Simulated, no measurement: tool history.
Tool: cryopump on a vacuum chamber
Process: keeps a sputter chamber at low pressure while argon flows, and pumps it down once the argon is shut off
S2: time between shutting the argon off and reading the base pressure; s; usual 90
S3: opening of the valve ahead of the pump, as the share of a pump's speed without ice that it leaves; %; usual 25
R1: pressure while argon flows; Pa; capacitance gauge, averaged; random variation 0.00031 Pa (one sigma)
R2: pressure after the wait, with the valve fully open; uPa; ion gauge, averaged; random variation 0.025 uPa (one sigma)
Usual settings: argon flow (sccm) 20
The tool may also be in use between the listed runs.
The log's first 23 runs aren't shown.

Run 24, hour 753.0: usual settings but argon flow (sccm) 28, S3 31 %. Result: R1 0.1028 Pa, R2 2.62 uPa.
At hour 765.3: pump warmed up, emptied and cooled again.
Run 25, hour 793.8: usual settings but argon flow (sccm) 9, S3 31 %. Result: R1 0.0316 Pa, R2 2.44 uPa.
Run 26, hour 828.5: usual settings but argon flow (sccm) 19, S2 61 s. Result: R1 0.0823 Pa, R2 2.81 uPa.
Run 27, hour 867.6: usual settings but argon flow (sccm) 14, S2 123 s, S3 17 %. Result: R1 0.0891 Pa, R2 2.28 uPa.
Run 28, hour 902.9: usual settings but argon flow (sccm) 14, S2 81 s, S3 17 %. Result: R1 0.0889 Pa, R2 2.72 uPa.
Run 29, hour 927.1: usual settings but argon flow (sccm) 25, S2 81 s, S3 28 %. Result: R1 0.0969 Pa, R2 2.72 uPa.
Run 30, hour 949.4: usual settings but argon flow (sccm) 25, S2 81 s, S3 53 %. Result: R1 0.0518 Pa, R2 2.82 uPa.
Run 31, hour 992.5: usual settings but argon flow (sccm) 25, S2 68 s, S3 38 %. Result: R1 0.0718 Pa, R2 2.96 uPa.
Run 32, hour 1022.7: usual settings but argon flow (sccm) 25, S2 68 s, S3 38 %. Result: R1 0.0725 Pa, R2 3.18 uPa.
Run 33, hour 1050.3: usual settings but S3 19 %. Result: R1 0.1143 Pa, R2 2.94 uPa.
Run 34, hour 1079.1: usual settings but argon flow (sccm) 22, S3 31 %. Result: R1 0.0778 Pa, R2 2.96 uPa.

Forecast each of these 3 alternatives for the next run:
Run A, hour 1102.3: usual settings but argon flow (sccm) 24, S2 104 s, S3 35 %. Result: R1 ?, R2 ?.
Run B, hour 1102.3: usual settings but argon flow (sccm) 24, S3 31 %. Result: R1 ?, R2 ?.
Run C, hour 1102.3: usual settings but argon flow (sccm) 17, S2 101 s, S3 57 %. Result: R1 ?, R2 ?.

run      R1    R2
  A  0.0751  2.94
  B  0.0851  2.99
  C  0.0332  2.92
Without the tool's hidden state the same runs would have given:
run      R1    R2
  A  0.0733  0.95
  B  0.0834  1.01
  C  0.0319  0.97

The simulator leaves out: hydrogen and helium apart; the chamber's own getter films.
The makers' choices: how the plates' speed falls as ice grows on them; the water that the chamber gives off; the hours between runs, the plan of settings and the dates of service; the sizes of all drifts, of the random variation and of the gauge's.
